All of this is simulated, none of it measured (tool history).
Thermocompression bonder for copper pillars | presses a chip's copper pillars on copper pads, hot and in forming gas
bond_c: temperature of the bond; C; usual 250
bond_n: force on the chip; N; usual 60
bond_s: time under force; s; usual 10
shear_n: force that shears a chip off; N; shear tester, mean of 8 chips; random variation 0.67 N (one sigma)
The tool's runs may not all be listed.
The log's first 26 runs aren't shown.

run,hour,bond_c,bond_n,bond_s,hours of work since the heater was calibrated,hours of work since the force cell was calibrated,hours of work since the gas filter was changed,shear_n
27,1014.0,234,44,7,67,606,183,50.3
28,1038.1,234,44,7,85,624,201,50.9
29,1089.5,279,43,6,122,662,238,84.5
30,1115.4,270,43,8,141,681,257,83.5
31,1149.7,262,43,25,166,706,282,97.3
32,1203.2,265,60,10,206,745,322,91.4
33,1256.3,247,60,10,244,784,360,78.9
34,1309.8,247,51,10,284,823,400,73.3
35,1341.5,247,51,14,307,846,423,80.6
# hour 1373.9: forming gas filter changed
36,1374.9,247,67,16,331,870,1,96.7
37,1403.7,247,67,16,352,891,22,95.6
38,1444.0,248,36,16,382,921,51,80.7
39,1486.2,272,60,8,412,952,82,97.6

3 ways to go on from here, each from the tool as it stands after run 39. What would each give?
A,1511.6,250,60,21,431,970,101,?
B,1511.6,248,46,7,431,970,101,?
C,1511.6,250,48,10,431,970,101,?

run,shear_n
A,98.2
B,69.4
C,81.2
Without the tool's hidden state the same runs would have given:
run,shear_n
A,94.8
B,63.5
C,75.7

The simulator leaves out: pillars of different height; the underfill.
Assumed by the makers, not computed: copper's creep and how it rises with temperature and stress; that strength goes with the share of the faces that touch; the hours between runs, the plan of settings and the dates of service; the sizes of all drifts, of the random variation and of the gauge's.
